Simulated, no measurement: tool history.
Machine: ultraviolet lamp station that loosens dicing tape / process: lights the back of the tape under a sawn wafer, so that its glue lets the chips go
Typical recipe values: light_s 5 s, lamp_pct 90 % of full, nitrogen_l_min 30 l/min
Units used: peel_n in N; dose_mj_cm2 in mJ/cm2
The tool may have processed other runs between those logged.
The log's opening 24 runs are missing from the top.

{"run": 25, "hour": 1050.0, "light_s": 10, "lamp_pct": 93, "nitrogen_l_min": 30, "peel_n": 0.152, "dose_mj_cm2": 552}
{"run": 26, "hour": 1094.6, "light_s": 5, "lamp_pct": 68, "nitrogen_l_min": 10, "peel_n": 1.739, "dose_mj_cm2": 201}
{"hour": 1139.7, "done": "window cleaned of glue's vapour"}
{"run": 27, "hour": 1156.7, "light_s": 5, "lamp_pct": 88, "nitrogen_l_min": 26, "peel_n": 0.627, "dose_mj_cm2": 264}
{"run": 28, "hour": 1199.0, "light_s": 6, "lamp_pct": 76, "nitrogen_l_min": 31, "peel_n": 0.504, "dose_mj_cm2": 269}
{"run": 29, "hour": 1240.3, "light_s": 6, "lamp_pct": 76, "nitrogen_l_min": 31, "peel_n": 0.542, "dose_mj_cm2": 268}
{"run": 30, "hour": 1285.0, "light_s": 9, "lamp_pct": 76, "nitrogen_l_min": 31, "peel_n": 0.231, "dose_mj_cm2": 404}
{"run": 31, "hour": 1318.1, "light_s": 3, "lamp_pct": 99, "nitrogen_l_min": 43, "peel_n": 0.998, "dose_mj_cm2": 176}
{"run": 32, "hour": 1350.9, "light_s": 3, "lamp_pct": 99, "nitrogen_l_min": 43, "peel_n": 0.985, "dose_mj_cm2": 175}
{"run": 33, "hour": 1385.7, "light_s": 2, "lamp_pct": 81, "nitrogen_l_min": 37, "peel_n": 2.449, "dose_mj_cm2": 95}
{"run": 34, "hour": 1419.7, "light_s": 2, "lamp_pct": 81, "nitrogen_l_min": 37, "peel_n": 2.447, "dose_mj_cm2": 95}
{"run": 35, "hour": 1463.7, "light_s": 9, "lamp_pct": 98, "nitrogen_l_min": 21, "peel_n": 0.196, "dose_mj_cm2": 518}

Branching from run 35: 3 alternative next runs. What would each branch give?
{"run": "A", "hour": 1492.9, "light_s": 8, "lamp_pct": 90, "nitrogen_l_min": 30, "peel_n": "?", "dose_mj_cm2": "?"}
{"run": "B", "hour": 1492.9, "light_s": 5, "lamp_pct": 72, "nitrogen_l_min": 30, "peel_n": "?", "dose_mj_cm2": "?"}
{"run": "C", "hour": 1492.9, "light_s": 8, "lamp_pct": 65, "nitrogen_l_min": 21, "peel_n": "?", "dose_mj_cm2": "?"}

run=A peel_n=0.224 dose_mj_cm2=425
run=B peel_n=0.856 dose_mj_cm2=215
run=C peel_n=0.525 dose_mj_cm2=308
Without the tool's hidden state the same runs would have given:
run=A peel_n=0.223 dose_mj_cm2=426
run=B peel_n=0.854 dose_mj_cm2=216
run=C peel_n=0.523 dose_mj_cm2=308

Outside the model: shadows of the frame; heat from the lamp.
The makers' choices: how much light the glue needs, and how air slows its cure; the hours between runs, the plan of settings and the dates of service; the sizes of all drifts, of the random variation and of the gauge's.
